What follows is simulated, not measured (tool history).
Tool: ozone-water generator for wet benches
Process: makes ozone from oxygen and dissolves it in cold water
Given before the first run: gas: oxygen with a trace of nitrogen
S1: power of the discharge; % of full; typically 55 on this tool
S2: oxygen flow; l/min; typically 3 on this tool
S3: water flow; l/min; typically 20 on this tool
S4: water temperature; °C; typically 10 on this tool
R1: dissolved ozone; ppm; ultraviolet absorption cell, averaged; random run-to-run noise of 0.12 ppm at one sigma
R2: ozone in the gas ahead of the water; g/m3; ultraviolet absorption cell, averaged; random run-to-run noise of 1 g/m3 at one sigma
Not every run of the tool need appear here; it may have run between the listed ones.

{"run": 1, "hour": 0.0, "S1": 55, "S2": 3, "S3": 20, "S4": 10, "R1": 10.5, "R2": 183.1}
{"run": 2, "hour": 25.6, "S1": 61, "S2": 3, "S3": 20, "S4": 10, "R1": 11.1, "R2": 198.6}
{"run": 3, "hour": 53.3, "S1": 55, "S2": 5.1, "S3": 20, "S4": 10, "R1": 10.7, "R2": 128.7}
{"run": 4, "hour": 108.6, "S1": 55, "S2": 3, "S3": 30, "S4": 10, "R1": 6.2, "R2": 182}
{"run": 5, "hour": 164.9, "S1": 55, "S2": 3, "S3": 30, "S4": 10, "R1": 6.3, "R2": 184.5}
{"run": 6, "hour": 218.9, "S1": 55, "S2": 3, "S3": 20, "S4": 10, "R1": 10.3, "R2": 182.7}
{"run": 7, "hour": 244.6, "S1": 88, "S2": 3, "S3": 20, "S4": 10, "R1": 14.6, "R2": 255.5}
{"run": 8, "hour": 278.2, "S1": 55, "S2": 3, "S3": 20, "S4": 11, "R1": 10.2, "R2": 184.5}
{"run": 9, "hour": 311.5, "S1": 55, "S2": 3, "S3": 20, "S4": 10, "R1": 10.4, "R2": 181.4}
{"run": 10, "hour": 353.3, "S1": 55, "S2": 3, "S3": 14, "S4": 10, "R1": 15.7, "R2": 182.7}
{"hour": 378.2, "done": "water thermometer calibrated"}
{"run": 11, "hour": 378.2, "S1": 55, "S2": 3, "S3": 14, "S4": 10, "R1": 15.6, "R2": 180.7}
{"hour": 385.2, "done": "contactor cleaned"}
{"run": 12, "hour": 437.4, "S1": 55, "S2": 1.82, "S3": 14, "S4": 11, "R1": 14.6, "R2": 250.9}
{"run": 13, "hour": 491.5, "S1": 55, "S2": 1.82, "S3": 14, "S4": 11, "R1": 14.6, "R2": 248.2}
{"run": 14, "hour": 528.7, "S1": 56, "S2": 3.3, "S3": 24, "S4": 13, "R1": 8.2, "R2": 170.8}
{"run": 15, "hour": 552.8, "S1": 59, "S2": 1.88, "S3": 24, "S4": 9, "R1": 8.1, "R2": 257.2}
{"hour": 568.8, "done": "contactor cleaned, once more"}
{"run": 16, "hour": 585.8, "S1": 47, "S2": 2.96, "S3": 14, "S4": 10, "R1": 15.2, "R2": 163.8}
{"run": 17, "hour": 632.5, "S1": 50, "S2": 2.96, "S3": 14, "S4": 10, "R1": 15.7, "R2": 171.8}

Each row is a separate what-if for the run after 17, all from the same tool condition, not one after another. Results?
{"run": "A", "hour": 668.7, "S1": 55, "S2": 2.39, "S3": 17, "S4": 10, "R1": "?", "R2": "?"}
{"run": "B", "hour": 668.7, "S1": 55, "S2": 1.66, "S3": 20, "S4": 10, "R1": "?", "R2": "?"}
{"run": "C", "hour": 668.7, "S1": 55, "S2": 3, "S3": 14, "S4": 6, "R1": "?", "R2": "?"}
{"run": "D", "hour": 668.7, "S1": 55, "S2": 3, "S3": 30, "S4": 10, "R1": "?", "R2": "?"}
{"run": "E", "hour": 668.7, "S1": 50, "S2": 1.79, "S3": 22, "S4": 10, "R1": "?", "R2": "?"}

run=A R1=13.4 R2=209.4
run=B R1=10.4 R2=263.4
run=C R1=17.3 R2=182.3
run=D R1=6.9 R2=178.4
run=E R1=8.8 R2=235.4
The same runs, with their run-to-run variation unchanged, on a tool lacking any hidden condition would have given:
run=A R1=13.7 R2=213.2
run=B R1=10.6 R2=268.1
run=C R1=17.6 R2=185.6
run=D R1=7 R2=181.6
run=E R1=9 R2=239.3
